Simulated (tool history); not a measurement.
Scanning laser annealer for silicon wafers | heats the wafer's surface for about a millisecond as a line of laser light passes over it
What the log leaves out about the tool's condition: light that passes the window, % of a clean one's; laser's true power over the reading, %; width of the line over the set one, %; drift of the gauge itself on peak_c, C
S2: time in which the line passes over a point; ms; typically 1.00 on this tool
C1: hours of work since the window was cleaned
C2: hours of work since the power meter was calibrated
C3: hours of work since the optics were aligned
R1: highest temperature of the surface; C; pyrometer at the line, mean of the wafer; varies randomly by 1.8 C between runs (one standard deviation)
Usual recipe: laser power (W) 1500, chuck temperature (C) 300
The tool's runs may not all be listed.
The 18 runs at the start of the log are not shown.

Run 19, hour 434.2: usual settings but laser power (W) 1531; C1 102; C2 872; C3 326. Result: R1 1039 C.
Run 20, hour 474.4: usual settings; C1 125; C2 896; C3 349. Result: R1 1016 C.
Run 21, hour 495.6: usual settings; C1 137; C2 908; C3 362. Result: R1 1020 C.
Run 22, hour 524.3: usual settings but S2 0.92 ms; C1 154; C2 924; C3 378. Result: R1 981 C.
Run 23, hour 547.3: usual settings but S2 0.96 ms; C1 167; C2 937; C3 391. Result: R1 998 C.
Run 24, hour 580.0: usual settings but laser power (W) 1436, S2 0.98 ms, chuck temperature (C) 290; C1 186; C2 956; C3 410. Result: R1 958 C.
Run 25, hour 612.3: usual settings but laser power (W) 1645, chuck temperature (C) 281; C1 204; C2 975; C3 428. Result: R1 1079 C.
Run 26, hour 648.8: usual settings but laser power (W) 1308, S2 0.92 ms, chuck temperature (C) 286; C1 225; C2 996; C3 449. Result: R1 858 C.
Run 27, hour 671.0: usual settings but laser power (W) 1308, S2 0.92 ms, chuck temperature (C) 275; C1 238; C2 1008; C3 462. Result: R1 846 C.
Run 28, hour 692.6: usual settings but laser power (W) 1346, chuck temperature (C) 325; C1 250; C2 1021; C3 475. Result: R1 950 C.
Run 29, hour 721.2: usual settings but laser power (W) 1346, chuck temperature (C) 325; C1 266; C2 1037; C3 491. Result: R1 945 C.
Run 30, hour 749.6: usual settings but S2 0.98 ms, chuck temperature (C) 291; C1 283; C2 1053; C3 507. Result: R1 989 C.
Run 31, hour 781.4: usual settings but laser power (W) 1296, S2 0.80 ms, chuck temperature (C) 332; C1 301; C2 1072; C3 526. Result: R1 852 C.
Run 32, hour 817.9: usual settings but laser power (W) 1505; C1 322; C2 1093; C3 546. Result: R1 1005 C.
Run 33, hour 834.8: usual settings but laser power (W) 1505, S2 0.76 ms, chuck temperature (C) 336; C1 332; C2 1102; C3 556. Result: R1 941 C.
Run 34, hour 863.4: usual settings but laser power (W) 1468, S2 0.77 ms, chuck temperature (C) 313; C1 348; C2 1119; C3 573. Result: R1 900 C.
Run 35, hour 895.4: usual settings but S2 0.82 ms, chuck temperature (C) 317; C1 366; C2 1137; C3 591. Result: R1 939 C.
Run 36, hour 921.1: usual settings but S2 0.72 ms, chuck temperature (C) 265; C1 381; C2 1152; C3 606. Result: R1 843 C.
Run 37, hour 945.2: usual settings but laser power (W) 1486, S2 0.93 ms; C1 395; C2 1166; C3 619. Result: R1 960 C.
Run 38, hour 978.6: usual settings but laser power (W) 1545, S2 0.99 ms; C1 414; C2 1185; C3 639. Result: R1 1021 C.
Run 39, hour 996.2: usual settings but laser power (W) 1545, S2 0.99 ms; C1 424; C2 1195; C3 649. Result: R1 1016 C.
Run 40, hour 1021.6: usual settings but laser power (W) 1545, S2 0.85 ms, chuck temperature (C) 329; C1 439; C2 1209; C3 663. Result: R1 983 C.

What if the next run were any one of these 5? Each begins from the tool's condition after run 40:
Run A, hour 1062.4: usual settings but laser power (W) 1582, S2 0.95 ms, chuck temperature (C) 329; C1 462; C2 1233; C3 687. Result: R1 ?.
Run B, hour 1062.4: usual settings but laser power (W) 1399; C1 462; C2 1233; C3 687. Result: R1 ?.
Run C, hour 1062.4: usual settings but laser power (W) 1597, S2 1.25 ms, chuck temperature (C) 337; C1 462; C2 1233; C3 687. Result: R1 ?.
Run D, hour 1062.4: usual settings but laser power (W) 1551, S2 1.08 ms, chuck temperature (C) 296; C1 462; C2 1233; C3 687. Result: R1 ?.
Run E, hour 1062.4: usual settings but chuck temperature (C) 296; C1 462; C2 1233; C3 687. Result: R1 ?.

run    R1
  A  1050
  B   934
  C  1188
  D  1050
  E   988
What these runs would have given with no unlogged condition in the tool:
run    R1
  A  1087
  B   968
  C  1232
  D  1089
  E  1025
